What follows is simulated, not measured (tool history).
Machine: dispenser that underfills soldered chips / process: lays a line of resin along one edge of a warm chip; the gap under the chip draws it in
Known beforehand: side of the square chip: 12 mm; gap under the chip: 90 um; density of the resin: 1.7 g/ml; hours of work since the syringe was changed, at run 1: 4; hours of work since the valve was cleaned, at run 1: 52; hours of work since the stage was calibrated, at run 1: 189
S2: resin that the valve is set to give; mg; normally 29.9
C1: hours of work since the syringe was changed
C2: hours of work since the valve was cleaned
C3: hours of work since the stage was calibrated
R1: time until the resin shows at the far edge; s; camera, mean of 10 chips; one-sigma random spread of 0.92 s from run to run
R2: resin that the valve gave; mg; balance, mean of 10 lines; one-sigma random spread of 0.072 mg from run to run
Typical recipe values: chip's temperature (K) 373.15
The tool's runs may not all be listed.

run 1 hour=0.0 | chip's_temperature_(K)=373.15 S2=29.9 | C1=4 C2=52 C3=189 | R1=97.6 R2=29.40
-- hour=6.5 new syringe of resin
run 2 hour=9.4 | chip's_temperature_(K)=371.15 S2=29.9 | C1=2 C2=59 C3=196 | R1=104.2 R2=29.30
run 3 hour=15.3 | chip's_temperature_(K)=373.15 S2=30.5 | C1=7 C2=63 C3=200 | R1=113.5 R2=29.73
-- hour=18.1 new syringe of resin
run 4 hour=20.5 | chip's_temperature_(K)=373.15 S2=29.9 | C1=2 C2=67 C3=204 | R1=93.4 R2=29.29
run 5 hour=27.0 | chip's_temperature_(K)=373.15 S2=28.2 | C1=7 C2=72 C3=209 | R1=117.4 R2=27.58
-- hour=29.6 new syringe of resin
run 6 hour=35.7 | chip's_temperature_(K)=373.15 S2=29.9 | C1=5 C2=78 C3=215 | R1=102.9 R2=28.99
run 7 hour=40.2 | chip's_temperature_(K)=373.15 S2=29.9 | C1=8 C2=82 C3=218 | R1=119.1 R2=29.04
-- hour=41.3 new syringe of resin
run 8 hour=48.8 | chip's_temperature_(K)=360.15 S2=29.9 | C1=6 C2=88 C3=225 | R1=185.1 R2=29.09
-- hour=52.5 new syringe of resin
run 9 hour=55.7 | chip's_temperature_(K)=360.15 S2=29.9 | C1=2 C2=93 C3=230 | R1=157.8 R2=28.85
-- hour=62.3 dispensing valve cleaned and set on the balance
run 10 hour=62.3 | chip's_temperature_(K)=371.15 S2=29.9 | C1=7 C2=0 C3=234 | R1=120.6 R2=29.89
-- hour=64.6 new syringe of resin
run 11 hour=71.9 | chip's_temperature_(K)=371.15 S2=29.9 | C1=6 C2=7 C3=241 | R1=116.1 R2=29.82
-- hour=75.9 new syringe of resin
run 12 hour=78.7 | chip's_temperature_(K)=373.15 S2=29.9 | C1=2 C2=12 C3=246 | R1=93.6 R2=29.83
run 13 hour=83.6 | chip's_temperature_(K)=373.15 S2=29.9 | C1=6 C2=16 C3=250 | R1=109.4 R2=29.82
-- hour=87.4 new syringe of resin
run 14 hour=91.0 | chip's_temperature_(K)=373.15 S2=29.9 | C1=3 C2=21 C3=255 | R1=95.6 R2=29.72
-- hour=98.4 new syringe of resin
run 15 hour=99.1 | chip's_temperature_(K)=369.15 S2=37.9 | C1=1 C2=27 C3=261 | R1=98.9 R2=37.68
run 16 hour=107.3 | chip's_temperature_(K)=367.15 S2=26.3 | C1=7 C2=33 C3=267 | R1=150.5 R2=25.98
-- hour=109.4 new syringe of resin
run 17 hour=112.5 | chip's_temperature_(K)=380.15 S2=25.8 | C1=2 C2=37 C3=271 | R1=76.7 R2=25.43
-- hour=120.6 new syringe of resin
run 18 hour=120.9 | chip's_temperature_(K)=380.15 S2=25.8 | C1=0 C2=43 C3=277 | R1=70.0 R2=25.48
run 19 hour=126.4 | chip's_temperature_(K)=359.15 S2=32.7 | C1=4 C2=47 C3=281 | R1=179.6 R2=32.17
-- hour=131.6 new syringe of resin
run 20 hour=134.9 | chip's_temperature_(K)=365.15 S2=37.4 | C1=3 C2=53 C3=287 | R1=123.5 R2=36.69
-- hour=142.9 new syringe of resin
run 21 hour=143.5 | chip's_temperature_(K)=365.15 S2=37.4 | C1=0 C2=60 C3=293 | R1=115.3 R2=36.57
run 22 hour=150.9 | chip's_temperature_(K)=365.15 S2=37.4 | C1=6 C2=65 C3=299 | R1=146.4 R2=36.39
-- hour=154.0 new syringe of resin
run 23 hour=160.7 | chip's_temperature_(K)=365.15 S2=37.4 | C1=5 C2=72 C3=306 | R1=141.8 R2=36.30
run 24 hour=164.6 | chip's_temperature_(K)=365.15 S2=37.4 | C1=8 C2=75 C3=309 | R1=159.9 R2=36.40
-- hour=165.5 new syringe of resin
run 25 hour=170.3 | chip's_temperature_(K)=386.15 S2=28.0 | C1=4 C2=79 C3=313 | R1=62.7 R2=27.08
-- hour=176.6 new syringe of resin
run 26 hour=178.7 | chip's_temperature_(K)=376.15 S2=32.8 | C1=2 C2=85 C3=319 | R1=80.0 R2=31.83
-- hour=187.9 new syringe of resin
run 27 hour=187.9 | chip's_temperature_(K)=370.15 S2=28.3 | C1=0 C2=92 C3=326 | R1=97.3 R2=27.33

4 ways to go on from here, each from the tool as it stands after run 27. What would each give?
-- hour=195.6 dispensing valve cleaned and set on the balance
run A hour=195.8 | chip's_temperature_(K)=383.15 S2=28.5 | C1=5 C2=0 C3=331 | R1=? R2=?
-- hour=195.6 dispensing valve cleaned and set on the balance
run B hour=195.8 | chip's_temperature_(K)=358.15 S2=29.9 | C1=5 C2=0 C3=331 | R1=? R2=?
-- hour=195.6 dispensing valve cleaned and set on the balance
run C hour=195.8 | chip's_temperature_(K)=369.15 S2=37.6 | C1=5 C2=0 C3=331 | R1=? R2=?
-- hour=195.6 dispensing valve cleaned and set on the balance
run D hour=195.8 | chip's_temperature_(K)=382.15 S2=31.2 | C1=5 C2=0 C3=331 | R1=? R2=?

run=A R1=72.7 R2=28.51
run=B R1=197.5 R2=29.97
run=C R1=117.9 R2=37.69
run=D R1=74.1 R2=31.32
The same runs, with their run-to-run variation unchanged, on a tool lacking any hidden condition would have given:
run=A R1=60.0 R2=28.50
run=B R1=163.8 R2=29.95
run=C R1=97.5 R2=37.67
run=D R1=61.1 R2=31.31
